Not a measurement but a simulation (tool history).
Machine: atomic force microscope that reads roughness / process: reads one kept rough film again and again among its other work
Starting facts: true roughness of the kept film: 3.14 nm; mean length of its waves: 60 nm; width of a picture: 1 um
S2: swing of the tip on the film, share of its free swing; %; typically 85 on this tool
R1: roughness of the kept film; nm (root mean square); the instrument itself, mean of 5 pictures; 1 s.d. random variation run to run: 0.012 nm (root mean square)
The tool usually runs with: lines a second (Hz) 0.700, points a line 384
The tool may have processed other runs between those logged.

run 1 hour=0.0 | lines_a_second_(Hz)=0.700 S2=85 points_a_line=384 | R1=2.617
run 2 hour=49.3 | lines_a_second_(Hz)=0.700 S2=85 points_a_line=384 | R1=2.567
run 3 hour=110.6 | lines_a_second_(Hz)=0.700 S2=85 points_a_line=384 | R1=2.525
-- hour=120.2 new tip fitted
run 4 hour=151.8 | lines_a_second_(Hz)=0.700 S2=85 points_a_line=384 | R1=2.775
run 5 hour=181.3 | lines_a_second_(Hz)=0.700 S2=85 points_a_line=384 | R1=2.727
run 6 hour=228.1 | lines_a_second_(Hz)=0.700 S2=85 points_a_line=384 | R1=2.678
run 7 hour=268.4 | lines_a_second_(Hz)=0.944 S2=85 points_a_line=384 | R1=2.559
run 8 hour=296.5 | lines_a_second_(Hz)=1.421 S2=85 points_a_line=384 | R1=2.421
run 9 hour=345.6 | lines_a_second_(Hz)=1.421 S2=85 points_a_line=384 | R1=2.382
run 10 hour=405.5 | lines_a_second_(Hz)=0.700 S2=85 points_a_line=329 | R1=2.531
run 11 hour=442.0 | lines_a_second_(Hz)=2.944 S2=85 points_a_line=329 | R1=2.002
-- hour=460.4 new tip fitted
run 12 hour=473.8 | lines_a_second_(Hz)=2.944 S2=85 points_a_line=329 | R1=2.226
run 13 hour=503.7 | lines_a_second_(Hz)=2.255 S2=85 points_a_line=329 | R1=2.352
run 14 hour=555.5 | lines_a_second_(Hz)=2.436 S2=85 points_a_line=384 | R1=2.286
run 15 hour=586.4 | lines_a_second_(Hz)=2.436 S2=85 points_a_line=384 | R1=2.249
run 16 hour=617.8 | lines_a_second_(Hz)=2.436 S2=85 points_a_line=384 | R1=2.222
run 17 hour=664.2 | lines_a_second_(Hz)=0.700 S2=85 points_a_line=384 | R1=2.602
run 18 hour=699.7 | lines_a_second_(Hz)=0.700 S2=85 points_a_line=384 | R1=2.577
run 19 hour=765.1 | lines_a_second_(Hz)=0.700 S2=85 points_a_line=384 | R1=2.506
-- hour=797.5 new tip fitted
run 20 hour=811.9 | lines_a_second_(Hz)=0.700 S2=85 points_a_line=384 | R1=2.794
run 21 hour=844.2 | lines_a_second_(Hz)=0.700 S2=85 points_a_line=384 | R1=2.759
run 22 hour=877.9 | lines_a_second_(Hz)=0.723 S2=85 points_a_line=384 | R1=2.729
run 23 hour=943.2 | lines_a_second_(Hz)=0.723 S2=85 points_a_line=384 | R1=2.666
run 24 hour=975.5 | lines_a_second_(Hz)=0.723 S2=85 points_a_line=384 | R1=2.625
run 25 hour=1019.1 | lines_a_second_(Hz)=1.355 S2=85 points_a_line=384 | R1=2.416
run 26 hour=1055.8 | lines_a_second_(Hz)=1.355 S2=85 points_a_line=384 | R1=2.403
run 27 hour=1099.6 | lines_a_second_(Hz)=0.647 S2=57 points_a_line=384 | R1=2.714
run 28 hour=1127.4 | lines_a_second_(Hz)=0.700 S2=60 points_a_line=276 | R1=2.663
-- hour=1133.4 new tip fitted
run 29 hour=1184.2 | lines_a_second_(Hz)=1.083 S2=60 points_a_line=276 | R1=2.895
run 30 hour=1226.8 | lines_a_second_(Hz)=1.526 S2=85 points_a_line=617 | R1=2.479
run 31 hour=1257.4 | lines_a_second_(Hz)=3.184 S2=78 points_a_line=617 | R1=2.277
run 32 hour=1313.8 | lines_a_second_(Hz)=0.607 S2=61 points_a_line=893 | R1=2.803
run 33 hour=1341.1 | lines_a_second_(Hz)=0.607 S2=61 points_a_line=893 | R1=2.802
run 34 hour=1392.8 | lines_a_second_(Hz)=2.244 S2=58 points_a_line=893 | R1=2.626
run 35 hour=1421.5 | lines_a_second_(Hz)=2.244 S2=58 points_a_line=893 | R1=2.586
run 36 hour=1458.3 | lines_a_second_(Hz)=2.175 S2=58 points_a_line=893 | R1=2.569
-- hour=1472.0 new tip fitted
run 37 hour=1522.8 | lines_a_second_(Hz)=2.175 S2=58 points_a_line=893 | R1=2.827
run 38 hour=1582.6 | lines_a_second_(Hz)=2.175 S2=73 points_a_line=893 | R1=2.568
run 39 hour=1623.3 | lines_a_second_(Hz)=1.588 S2=60 points_a_line=893 | R1=2.753
run 40 hour=1654.8 | lines_a_second_(Hz)=0.700 S2=58 points_a_line=384 | R1=2.791
run 41 hour=1701.6 | lines_a_second_(Hz)=0.536 S2=85 points_a_line=384 | R1=2.629
run 42 hour=1765.3 | lines_a_second_(Hz)=0.990 S2=67 points_a_line=384 | R1=2.626
run 43 hour=1800.9 | lines_a_second_(Hz)=0.700 S2=89 points_a_line=384 | R1=2.461
-- hour=1810.7 new tip fitted
run 44 hour=1848.1 | lines_a_second_(Hz)=0.814 S2=85 points_a_line=297 | R1=2.727
run 45 hour=1908.5 | lines_a_second_(Hz)=0.700 S2=83 points_a_line=315 | R1=2.717
run 46 hour=1947.3 | lines_a_second_(Hz)=0.700 S2=70 points_a_line=323 | R1=2.785
run 47 hour=2013.8 | lines_a_second_(Hz)=3.717 S2=56 points_a_line=540 | R1=2.602
run 48 hour=2068.2 | lines_a_second_(Hz)=2.599 S2=82 points_a_line=267 | R1=2.176
run 49 hour=2134.8 | lines_a_second_(Hz)=2.599 S2=82 points_a_line=267 | R1=2.132
-- hour=2149.6 new tip fitted
run 50 hour=2187.6 | lines_a_second_(Hz)=3.706 S2=77 points_a_line=420 | R1=2.302
run 51 hour=2245.7 | lines_a_second_(Hz)=1.367 S2=77 points_a_line=466 | R1=2.651
run 52 hour=2275.5 | lines_a_second_(Hz)=1.367 S2=77 points_a_line=466 | R1=2.621

Forecast each of these 4 alternatives for the next run:
run A hour=2307.6 | lines_a_second_(Hz)=0.700 S2=63 points_a_line=384 | R1=?
run B hour=2307.6 | lines_a_second_(Hz)=2.714 S2=66 points_a_line=497 | R1=?
run C hour=2307.6 | lines_a_second_(Hz)=0.700 S2=89 points_a_line=384 | R1=?
run D hour=2307.6 | lines_a_second_(Hz)=1.367 S2=87 points_a_line=466 | R1=?

run=A R1=2.796
run=B R1=2.560
run=C R1=2.601
run=D R1=2.432
What these runs would have given with no unlogged condition in the tool:
run=A R1=2.936
run=B R1=2.689
run=C R1=2.731
run=D R1=2.554

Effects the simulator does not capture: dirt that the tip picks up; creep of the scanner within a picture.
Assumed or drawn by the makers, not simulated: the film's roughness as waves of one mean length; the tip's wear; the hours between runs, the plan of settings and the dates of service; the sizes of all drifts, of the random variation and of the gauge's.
